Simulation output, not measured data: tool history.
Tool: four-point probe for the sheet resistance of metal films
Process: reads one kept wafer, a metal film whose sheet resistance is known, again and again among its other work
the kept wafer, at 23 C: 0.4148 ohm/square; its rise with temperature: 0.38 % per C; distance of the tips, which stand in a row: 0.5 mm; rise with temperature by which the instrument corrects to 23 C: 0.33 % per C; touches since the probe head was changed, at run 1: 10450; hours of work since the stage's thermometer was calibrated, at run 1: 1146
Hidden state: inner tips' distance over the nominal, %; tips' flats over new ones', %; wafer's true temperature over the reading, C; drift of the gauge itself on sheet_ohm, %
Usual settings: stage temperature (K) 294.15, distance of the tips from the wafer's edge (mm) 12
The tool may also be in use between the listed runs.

run,hour,stage temperature (K),distance of the tips from the wafer's edge (mm),touches since the probe head was changed,hours of work since the stage's thermometer was calibrated,sheet resistance as the instrument gives it (ohm/square)
1,0.0,294.15,12,10450,1146,0.414524
2,9.4,294.15,12,10589,1152,0.414675
3,29.8,294.15,24,10888,1165,0.414426
4,40.2,294.15,24,11042,1171,0.414195
5,54.5,294.15,13,11251,1180,0.414485
6,64.5,294.15,12,11399,1187,0.414509
7,83.5,294.15,12,11679,1199,0.414636
8,97.4,294.15,12,11882,1207,0.414616
9,108.0,294.15,12,12038,1214,0.414597
10,126.5,294.15,12,12310,1226,0.414622
11,146.2,294.15,12,12600,1238,0.414614
12,165.5,292.15,12,12883,1250,0.414205
13,183.7,292.15,12,13151,1262,0.414161
14,202.4,294.15,12,13426,1274,0.414443
15,221.8,294.15,12,13712,1286,0.414448
16,237.5,294.15,12,13942,1296,0.414549
17,248.5,294.15,12,14104,1303,0.414381
18,268.5,294.15,11,14398,1315,0.414556
19,287.3,302.15,7,14674,1327,0.416922
20,306.9,300.15,12,14962,1339,0.415633
21,316.0,292.15,12,15096,1345,0.413861
22,336.9,304.15,6,15404,1358,0.417685
23,356.6,293.15,30,15694,1371,0.413915
24,375.5,308.15,30,15972,1383,0.416987
25,386.9,308.15,30,16139,1390,0.416875
26,395.9,297.15,15,16271,1395,0.414792
27,405.4,292.15,15,16411,1401,0.413700
28,414.3,292.15,15,16541,1407,0.413964
29,425.3,293.15,15,16703,1414,0.414175
30,444.1,293.15,15,16979,1426,0.414046
31,459.8,294.15,4,17211,1436,0.417354

4 ways to go on from here, each from the tool as it stands after run 31. What would each give?
A,480.1,294.15,7,17508,1448,?
B,480.1,299.15,67,17508,1448,?
C,480.1,299.15,3,17508,1448,?
D,480.1,301.15,4,17508,1448,?

run,sheet resistance as the instrument gives it (ohm/square)
A,0.415064
B,0.414993
C,0.421214
D,0.418929
Without the tool's hidden state the same runs would have given:
run,sheet resistance as the instrument gives it (ohm/square)
A,0.415515
B,0.415439
C,0.421667
D,0.419377
